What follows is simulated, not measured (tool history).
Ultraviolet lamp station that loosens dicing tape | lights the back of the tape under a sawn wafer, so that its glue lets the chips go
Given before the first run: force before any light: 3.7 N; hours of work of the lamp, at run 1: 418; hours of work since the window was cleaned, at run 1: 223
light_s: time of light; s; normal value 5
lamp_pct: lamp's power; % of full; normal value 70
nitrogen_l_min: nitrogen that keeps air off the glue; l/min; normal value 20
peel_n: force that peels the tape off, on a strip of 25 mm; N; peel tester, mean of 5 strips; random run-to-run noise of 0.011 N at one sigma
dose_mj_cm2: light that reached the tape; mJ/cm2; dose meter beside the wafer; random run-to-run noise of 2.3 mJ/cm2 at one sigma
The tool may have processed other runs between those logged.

run     day  light_s  lamp_pct  nitrogen_l_min  hours of work of the lamp  hours of work since the window was cleaned  peel_n  dose_mj_cm2
  1   0.000        5        70              20                        418                                         223   0.654          182
  2   2.450        8        70              20                        447                                         252   0.372          284
  3   3.788        8        70              20                        462                                         268   0.358          280
  4   5.700        5        70              20                        485                                         290   0.691          173
  5   8.125        2        70              20                        513                                         318   1.754           67
  6  10.142        2        70              20                        537                                         342   1.829           64
  7  12.104        5        70              20                        560                                         365   0.743          164
  8  13.388        5        70              20                        575                                         380   0.742          158
  9  14.442        5        70              20                        587                                         392   0.794          161
 10  16.350        5        93              20                        609                                         415   0.547          212
 11  17.708        5        65              20                        625                                         431   0.849          143
 12  19.817        5        65              20                        650                                         455   0.878          145
     21.575  -- window cleaned of glue's vapour
 13  22.121        5        65              20                        677                                           6   0.721          166
 14  23.429        5        65              20                        692                                          22   0.727          165
 15  24.750        3        70              20                        707                                          37   1.198          106
 16  26.671        3        76              20                        730                                          60   1.158          114
 17  28.888        5        70              20                        756                                          86   0.704          167
 18  30.338        3        70              20                        773                                         103   1.292          101
 19  32.388        5        70              20                        797                                         127   0.716          168
 20  34.812        5        85              20                        825                                         155   0.572          202
 21  36.929        5        70              17                        850                                         180   0.812          162
 22  38.338        2        63              19                        867                                         196   2.030           58
 23  39.758        3        81              21                        883                                         213   1.171          112
 24  41.258        3        81              21                        901                                         231   1.212          109
 25  43.492        3        81              21                        927                                         257   1.180          111
 26  44.788        3        81              21                        942                                         272   1.232          106
 27  46.146        2        70               9                        958                                         288   2.238           62
 28  47.733        2        65              12                        977                                         306   2.287           55
 29  50.054        2        65              12                       1004                                         334   2.214           52
 30  52.421        9        84              12                       1032                                         361   0.400          313
 31  54.600        9        84              12                       1057                                         387   0.405          306
 32  56.775        3        99              28                       1083                                         412   0.963          122
 33  59.175        3        99              28                       1111                                         440   0.927          117
 34  60.612        3        99              28                       1127                                         457   0.970          116
 35  61.817        5        64              28                       1142                                         471   0.939          123
     62.296  -- window cleaned of glue's vapour
 36  63.942        4        92               6                       1166                                          19   1.313          168
 37  66.367        5        65              20                       1195                                          48   0.883          141
 38  68.688        7        74              24                       1222                                          75   0.452          222
 39  69.846        7        99              31                       1235                                          88   0.302          299
 40  70.938        4        66              20                       1248                                         101   1.154          112
 41  72.729        4        66              20                       1269                                         122   1.166          114
 42  74.088        3        70              20                       1285                                         138   1.507           89

Branching from run 42: 3 alternative next runs. What would each branch give?
  A  75.658        3        83              20                       1303                                         157       ?            ?
  B  75.658        9        70              20                       1303                                         157       ?            ?
  C  75.658        9        70              20                       1303                                         157       ?            ?

run  peel_n  dose_mj_cm2
  A   1.316          102
  B   0.375          259
  C   0.409          260
Take away the tool's hidden state, keep each run's random variation, and the runs would have read:
run  peel_n  dose_mj_cm2
  A   0.839          153
  B   0.250          386
  C   0.279          388
